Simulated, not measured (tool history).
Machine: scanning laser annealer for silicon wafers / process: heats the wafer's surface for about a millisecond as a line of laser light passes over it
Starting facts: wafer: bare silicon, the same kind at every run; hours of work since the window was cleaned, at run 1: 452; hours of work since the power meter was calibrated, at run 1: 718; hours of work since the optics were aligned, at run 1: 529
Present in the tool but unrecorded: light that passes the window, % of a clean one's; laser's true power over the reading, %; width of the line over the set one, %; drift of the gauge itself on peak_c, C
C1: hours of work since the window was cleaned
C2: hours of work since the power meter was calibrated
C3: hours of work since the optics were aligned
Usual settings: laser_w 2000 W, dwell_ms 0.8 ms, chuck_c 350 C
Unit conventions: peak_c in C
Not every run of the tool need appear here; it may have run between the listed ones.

Run 1, day 0: usual settings; C1 452; C2 718; C3 529. Result: peak_c 1055 C.
Run 2, day 0.75: usual settings; C1 460; C2 726; C3 537. Result: peak_c 1055 C.
Run 3, day 2.258: usual settings but dwell_ms 0.678 ms; C1 477; C2 743; C3 554. Result: peak_c 1000 C.
Run 4, day 3.471: usual settings but dwell_ms 0.678 ms; C1 490; C2 757; C3 567. Result: peak_c 998 C.
Run 5, day 4.646: usual settings but dwell_ms 0.941 ms; C1 503; C2 770; C3 580. Result: peak_c 1117 C.
At day 5.025: window over the wafer cleaned.
Run 6, day 5.946: usual settings but laser_w 1719 W; C1 10; C2 783; C3 594. Result: peak_c 937 C.
Run 7, day 7.312: usual settings but laser_w 1719 W; C1 25; C2 799; C3 609. Result: peak_c 941 C.
Run 8, day 8.633: usual settings but laser_w 2032 W, chuck_c 383 C; C1 40; C2 813; C3 624. Result: peak_c 1123 C.
Run 9, day 9.375: usual settings but laser_w 2036 W; C1 48; C2 822; C3 632. Result: peak_c 1088 C.

Expected results for the next run?
Run 10, day 10.733: usual settings but laser_w 1974 W, dwell_ms 0.632 ms, chuck_c 380 C; C1 64; C2 837; C3 647. Result: peak_c ?.

For run 10 the tool returned peak_c 1004 C.
Take away the tool's hidden state, keep the run-to-run variation as it was, and the same run would have given peak_c 1028 C.
